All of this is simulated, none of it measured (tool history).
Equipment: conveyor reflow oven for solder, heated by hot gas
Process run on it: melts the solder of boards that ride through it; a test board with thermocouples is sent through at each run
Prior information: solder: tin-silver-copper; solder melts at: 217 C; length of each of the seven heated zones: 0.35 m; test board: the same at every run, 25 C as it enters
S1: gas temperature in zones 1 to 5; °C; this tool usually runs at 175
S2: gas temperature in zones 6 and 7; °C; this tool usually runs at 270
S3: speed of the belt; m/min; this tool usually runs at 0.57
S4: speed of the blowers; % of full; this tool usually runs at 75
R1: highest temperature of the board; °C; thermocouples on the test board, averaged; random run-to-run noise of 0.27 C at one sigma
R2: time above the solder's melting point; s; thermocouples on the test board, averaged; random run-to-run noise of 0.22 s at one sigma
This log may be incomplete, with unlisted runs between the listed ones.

run 1 hour=0 | S1=175 S2=270 S3=0.57 S4=75 | R1=251.1 R2=55.1
run 2 hour=22.6 | S1=175 S2=279 S3=0.57 S4=75 | R1=258.9 R2=60.3
run 3 hour=47.7 | S1=175 S2=279 S3=0.57 S4=71 | R1=258.3 R2=59.1
run 4 hour=61.9 | S1=175 S2=279 S3=0.57 S4=71 | R1=258.3 R2=59.4
run 5 hour=81.8 | S1=175 S2=270 S3=0.57 S4=75 | R1=251.6 R2=54.8
run 6 hour=109.6 | S1=175 S2=270 S3=0.57 S4=75 | R1=251.6 R2=54.8
run 7 hour=124.1 | S1=175 S2=270 S3=0.57 S4=75 | R1=251.3 R2=54.4
run 8 hour=149.5 | S1=175 S2=270 S3=0.57 S4=62 | R1=248.1 R2=52
run 9 hour=166.3 | S1=175 S2=270 S3=0.57 S4=84 | R1=252.5 R2=56.3
run 10 hour=186.3 | S1=164 S2=270 S3=0.57 S4=75 | R1=248.4 R2=49.4
run 11 hour=216.5 | S1=164 S2=270 S3=0.57 S4=75 | R1=248.9 R2=49.2
run 12 hour=238.4 | S1=164 S2=270 S3=0.57 S4=75 | R1=248.7 R2=49
run 13 hour=269.1 | S1=164 S2=270 S3=0.57 S4=75 | R1=248.5 R2=49
-- hour=279.5 flux residue cleaned out of gas plates and filters
run 14 hour=302.6 | S1=164 S2=267 S3=0.57 S4=75 | R1=247.1 R2=48.2
run 15 hour=326.7 | S1=164 S2=267 S3=0.57 S4=75 | R1=247.2 R2=48.1
run 16 hour=354.7 | S1=161 S2=278 S3=0.57 S4=75 | R1=256.1 R2=53.4
run 17 hour=371.5 | S1=175 S2=270 S3=0.505 S4=85 | R1=256.5 R2=67.9
run 18 hour=393.3 | S1=175 S2=279 S3=0.526 S4=71 | R1=261.2 R2=66.9
run 19 hour=414.7 | S1=178 S2=279 S3=0.491 S4=71 | R1=263.9 R2=75
run 20 hour=436.5 | S1=178 S2=279 S3=0.491 S4=71 | R1=263.8 R2=74.6
run 21 hour=458.7 | S1=170 S2=270 S3=0.635 S4=75 | R1=246.5 R2=43
run 22 hour=474.9 | S1=170 S2=270 S3=0.635 S4=75 | R1=246.3 R2=43.2
run 23 hour=493.1 | S1=163 S2=265 S3=0.626 S4=73 | R1=240.6 R2=36.7
run 24 hour=516.2 | S1=167 S2=279 S3=0.57 S4=75 | R1=257.3 R2=56.8
run 25 hour=537.4 | S1=167 S2=279 S3=0.57 S4=75 | R1=257.3 R2=56.3
run 26 hour=564.6 | S1=167 S2=271 S3=0.57 S4=75 | R1=250.1 R2=51.1
run 27 hour=595.8 | S1=166 S2=271 S3=0.472 S4=65 | R1=254.2 R2=66.7
run 28 hour=622.8 | S1=188 S2=275 S3=0.629 S4=51 | R1=247.9 R2=50.1

For run 29, what comes out?
run 29 hour=636.9 | S1=188 S2=275 S3=0.629 S4=51 | R1=? R2=?

{"run 29": {"R1": 247.7, "R2": 49.5}}
Take away the tool's hidden state, keep the run-to-run variation as it was, and the same run would have given R1 249.5 °C, R2 50.2 s.

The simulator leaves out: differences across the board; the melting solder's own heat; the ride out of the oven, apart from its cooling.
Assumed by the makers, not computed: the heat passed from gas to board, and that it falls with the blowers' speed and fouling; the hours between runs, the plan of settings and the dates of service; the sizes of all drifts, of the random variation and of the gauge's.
